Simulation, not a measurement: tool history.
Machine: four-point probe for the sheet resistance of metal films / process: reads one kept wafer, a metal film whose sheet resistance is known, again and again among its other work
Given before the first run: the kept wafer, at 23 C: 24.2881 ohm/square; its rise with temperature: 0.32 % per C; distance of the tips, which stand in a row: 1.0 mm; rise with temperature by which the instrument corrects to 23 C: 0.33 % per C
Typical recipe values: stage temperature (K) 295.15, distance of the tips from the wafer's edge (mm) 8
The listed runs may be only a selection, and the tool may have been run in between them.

| run | hour | stage temperature (K) | distance of the tips from the wafer's edge (mm) | sheet resistance as the instrument gives it (ohm/square) |
|---|---|---|---|---|
| 1 | 0.0 | 295.15 | 8 | 24.565882 |
| 2 | 22.6 | 295.15 | 4 | 25.144384 |
| 3 | 70.8 | 303.15 | 4 | 25.140787 |
| 4 | 102.5 | 295.15 | 3 | 25.738789 |
| 5 | 149.0 | 295.15 | 3 | 25.731981 |
| 6 | 194.7 | 295.15 | 8 | 24.563947 |
|  | 199.0 | stage's thermometer calibrated |
| 7 | 236.9 | 305.15 | 8 | 24.549876 |
| 8 | 278.3 | 305.15 | 8 | 24.546147 |
| 9 | 299.6 | 298.15 | 8 | 24.559122 |
| 10 | 325.9 | 298.15 | 39 | 24.368090 |
| 11 | 366.5 | 298.15 | 39 | 24.365313 |
| 12 | 394.1 | 294.15 | 39 | 24.382952 |
|  | 422.4 | stage's thermometer calibrated, once more |
| 13 | 428.8 | 297.15 | 3 | 25.734399 |
| 14 | 458.7 | 298.15 | 10 | 24.492014 |

Each row is a separate what-if for the run after 14, all from the same tool condition, not one after another. Results?
| A | 498.7 | 297.15 | 14 | ? |
| B | 498.7 | 304.15 | 6 | ? |
| C | 498.7 | 296.15 | 57 | ? |

| run | sheet resistance as the instrument gives it (ohm/square) |
|---|---|
| A | 24.438176 |
| B | 24.716508 |
| C | 24.376378 |
With the hidden condition removed and each run's random variation left untouched, the same runs would have given:
| run | sheet resistance as the instrument gives it (ohm/square) |
|---|---|
| A | 24.355944 |
| B | 24.633383 |
| C | 24.294343 |
